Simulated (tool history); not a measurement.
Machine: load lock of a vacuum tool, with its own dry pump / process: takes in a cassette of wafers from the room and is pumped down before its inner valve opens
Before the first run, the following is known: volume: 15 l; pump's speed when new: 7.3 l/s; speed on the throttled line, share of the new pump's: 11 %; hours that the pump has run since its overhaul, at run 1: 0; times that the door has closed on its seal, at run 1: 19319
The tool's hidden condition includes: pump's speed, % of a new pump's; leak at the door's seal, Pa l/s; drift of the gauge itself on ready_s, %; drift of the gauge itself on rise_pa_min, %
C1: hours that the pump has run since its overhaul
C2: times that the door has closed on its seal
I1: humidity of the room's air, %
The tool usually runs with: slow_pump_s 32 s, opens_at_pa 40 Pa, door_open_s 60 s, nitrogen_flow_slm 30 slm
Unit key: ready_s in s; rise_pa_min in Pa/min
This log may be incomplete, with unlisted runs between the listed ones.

{"run": 1, "day": 0.0, "slow_pump_s": 32, "opens_at_pa": 40, "door_open_s": 60, "nitrogen_flow_slm": 30, "C1": 0, "C2": 19319, "I1": 47.7, "ready_s": 44.9, "rise_pa_min": 0.06}
{"run": 2, "day": 9.354, "slow_pump_s": 32, "opens_at_pa": 40, "door_open_s": 60, "nitrogen_flow_slm": 30, "C1": 225, "C2": 19840, "I1": 45.8, "ready_s": 44.9, "rise_pa_min": 0.052}
{"run": 3, "day": 17.379, "slow_pump_s": 32, "opens_at_pa": 40, "door_open_s": 60, "nitrogen_flow_slm": 30, "C1": 417, "C2": 20286, "I1": 45.9, "ready_s": 44.8, "rise_pa_min": 0.059}
{"day": 19.533, "done": "door's seal changed, seat wiped"}
{"run": 4, "day": 22.996, "slow_pump_s": 32, "opens_at_pa": 40, "door_open_s": 60, "nitrogen_flow_slm": 30, "C1": 550, "C2": 193, "I1": 44.5, "ready_s": 44.4, "rise_pa_min": 0.052}
{"run": 5, "day": 30.812, "slow_pump_s": 32, "opens_at_pa": 79, "door_open_s": 60, "nitrogen_flow_slm": 30, "C1": 738, "C2": 628, "I1": 43.8, "ready_s": 43.0, "rise_pa_min": 0.056}
{"run": 6, "day": 38.338, "slow_pump_s": 32, "opens_at_pa": 79, "door_open_s": 60, "nitrogen_flow_slm": 30, "C1": 919, "C2": 1047, "I1": 46.2, "ready_s": 43.4, "rise_pa_min": 0.055}
{"run": 7, "day": 44.883, "slow_pump_s": 22, "opens_at_pa": 79, "door_open_s": 60, "nitrogen_flow_slm": 30, "C1": 1076, "C2": 1411, "I1": 46.0, "ready_s": 34.3, "rise_pa_min": 0.059}
{"run": 8, "day": 51.404, "slow_pump_s": 52, "opens_at_pa": 40, "door_open_s": 60, "nitrogen_flow_slm": 30, "C1": 1232, "C2": 1774, "I1": 45.6, "ready_s": 62.9, "rise_pa_min": 0.052}
{"run": 9, "day": 56.579, "slow_pump_s": 52, "opens_at_pa": 40, "door_open_s": 60, "nitrogen_flow_slm": 30, "C1": 1356, "C2": 2062, "I1": 44.0, "ready_s": 62.8, "rise_pa_min": 0.054}
{"run": 10, "day": 66.129, "slow_pump_s": 52, "opens_at_pa": 40, "door_open_s": 60, "nitrogen_flow_slm": 30, "C1": 1586, "C2": 2593, "I1": 41.8, "ready_s": 62.4, "rise_pa_min": 0.054}
{"run": 11, "day": 71.125, "slow_pump_s": 52, "opens_at_pa": 40, "door_open_s": 60, "nitrogen_flow_slm": 30, "C1": 1705, "C2": 2871, "I1": 45.6, "ready_s": 62.2, "rise_pa_min": 0.05}
{"run": 12, "day": 79.342, "slow_pump_s": 52, "opens_at_pa": 40, "door_open_s": 60, "nitrogen_flow_slm": 30, "C1": 1903, "C2": 3329, "I1": 43.0, "ready_s": 62.4, "rise_pa_min": 0.057}
{"run": 13, "day": 89.808, "slow_pump_s": 52, "opens_at_pa": 40, "door_open_s": 60, "nitrogen_flow_slm": 30, "C1": 2154, "C2": 3911, "I1": 46.3, "ready_s": 62.5, "rise_pa_min": 0.063}
{"run": 14, "day": 98.433, "slow_pump_s": 52, "opens_at_pa": 40, "door_open_s": 60, "nitrogen_flow_slm": 30, "C1": 2361, "C2": 4391, "I1": 42.5, "ready_s": 62.5, "rise_pa_min": 0.055}
{"run": 15, "day": 106.483, "slow_pump_s": 32, "opens_at_pa": 40, "door_open_s": 60, "nitrogen_flow_slm": 30, "C1": 2554, "C2": 4839, "I1": 46.8, "ready_s": 45.2, "rise_pa_min": 0.053}
{"run": 16, "day": 111.325, "slow_pump_s": 32, "opens_at_pa": 40, "door_open_s": 60, "nitrogen_flow_slm": 30, "C1": 2670, "C2": 5108, "I1": 41.1, "ready_s": 44.8, "rise_pa_min": 0.053}
{"run": 17, "day": 120.742, "slow_pump_s": 32, "opens_at_pa": 40, "door_open_s": 100, "nitrogen_flow_slm": 24, "C1": 2896, "C2": 5632, "I1": 42.7, "ready_s": 44.8, "rise_pa_min": 0.069}
{"run": 18, "day": 129.688, "slow_pump_s": 55, "opens_at_pa": 33, "door_open_s": 98, "nitrogen_flow_slm": 12, "C1": 3111, "C2": 6130, "I1": 41.8, "ready_s": 65.8, "rise_pa_min": 0.09}
{"run": 19, "day": 137.029, "slow_pump_s": 55, "opens_at_pa": 33, "door_open_s": 98, "nitrogen_flow_slm": 12, "C1": 3287, "C2": 6539, "I1": 43.4, "ready_s": 66.0, "rise_pa_min": 0.084}
{"run": 20, "day": 141.833, "slow_pump_s": 55, "opens_at_pa": 33, "door_open_s": 98, "nitrogen_flow_slm": 12, "C1": 3402, "C2": 6806, "I1": 45.6, "ready_s": 65.4, "rise_pa_min": 0.086}
{"run": 21, "day": 146.371, "slow_pump_s": 55, "opens_at_pa": 42, "door_open_s": 42, "nitrogen_flow_slm": 5, "C1": 3511, "C2": 7059, "I1": 39.7, "ready_s": 65.3, "rise_pa_min": 0.067}
{"run": 22, "day": 152.425, "slow_pump_s": 55, "opens_at_pa": 42, "door_open_s": 42, "nitrogen_flow_slm": 5, "C1": 3657, "C2": 7396, "I1": 46.8, "ready_s": 65.8, "rise_pa_min": 0.074}
{"run": 23, "day": 162.183, "slow_pump_s": 44, "opens_at_pa": 68, "door_open_s": 42, "nitrogen_flow_slm": 7, "C1": 3891, "C2": 7939, "I1": 46.0, "ready_s": 54.4, "rise_pa_min": 0.066}
{"run": 24, "day": 168.212, "slow_pump_s": 44, "opens_at_pa": 68, "door_open_s": 42, "nitrogen_flow_slm": 7, "C1": 4036, "C2": 8274, "I1": 44.1, "ready_s": 55.0, "rise_pa_min": 0.066}
{"run": 25, "day": 174.275, "slow_pump_s": 44, "opens_at_pa": 68, "door_open_s": 42, "nitrogen_flow_slm": 7, "C1": 4181, "C2": 8612, "I1": 42.7, "ready_s": 54.1, "rise_pa_min": 0.064}
{"run": 26, "day": 181.633, "slow_pump_s": 36, "opens_at_pa": 76, "door_open_s": 38, "nitrogen_flow_slm": 26, "C1": 4358, "C2": 9021, "I1": 47.7, "ready_s": 47.2, "rise_pa_min": 0.051}
{"run": 27, "day": 187.4, "slow_pump_s": 26, "opens_at_pa": 55, "door_open_s": 38, "nitrogen_flow_slm": 5, "C1": 4496, "C2": 9342, "I1": 46.4, "ready_s": 39.0, "rise_pa_min": 0.072}
{"run": 28, "day": 195.288, "slow_pump_s": 38, "opens_at_pa": 39, "door_open_s": 60, "nitrogen_flow_slm": 30, "C1": 4685, "C2": 9781, "I1": 44.8, "ready_s": 49.9, "rise_pa_min": 0.058}
{"run": 29, "day": 204.646, "slow_pump_s": 17, "opens_at_pa": 31, "door_open_s": 60, "nitrogen_flow_slm": 30, "C1": 4910, "C2": 10302, "I1": 44.8, "ready_s": 31.8, "rise_pa_min": 0.053}
{"run": 30, "day": 209.683, "slow_pump_s": 17, "opens_at_pa": 31, "door_open_s": 27, "nitrogen_flow_slm": 30, "C1": 5031, "C2": 10582, "I1": 43.8, "ready_s": 31.6, "rise_pa_min": 0.038}
{"run": 31, "day": 218.954, "slow_pump_s": 17, "opens_at_pa": 50, "door_open_s": 103, "nitrogen_flow_slm": 12, "C1": 5253, "C2": 11098, "I1": 47.3, "ready_s": 31.1, "rise_pa_min": 0.105}
{"run": 32, "day": 224.971, "slow_pump_s": 35, "opens_at_pa": 80, "door_open_s": 171, "nitrogen_flow_slm": 30, "C1": 5398, "C2": 11433, "I1": 45.1, "ready_s": 46.3, "rise_pa_min": 0.091}

For each entry between runs, how does the tool's hidden state at the last listed run before it compare with that at the first listed run after it?
After run 3, before run 4: door's seal changed, seat wiped (day 19.533)
  leak at the door's seal, Pa l/s: 0.0022 -> 0.002

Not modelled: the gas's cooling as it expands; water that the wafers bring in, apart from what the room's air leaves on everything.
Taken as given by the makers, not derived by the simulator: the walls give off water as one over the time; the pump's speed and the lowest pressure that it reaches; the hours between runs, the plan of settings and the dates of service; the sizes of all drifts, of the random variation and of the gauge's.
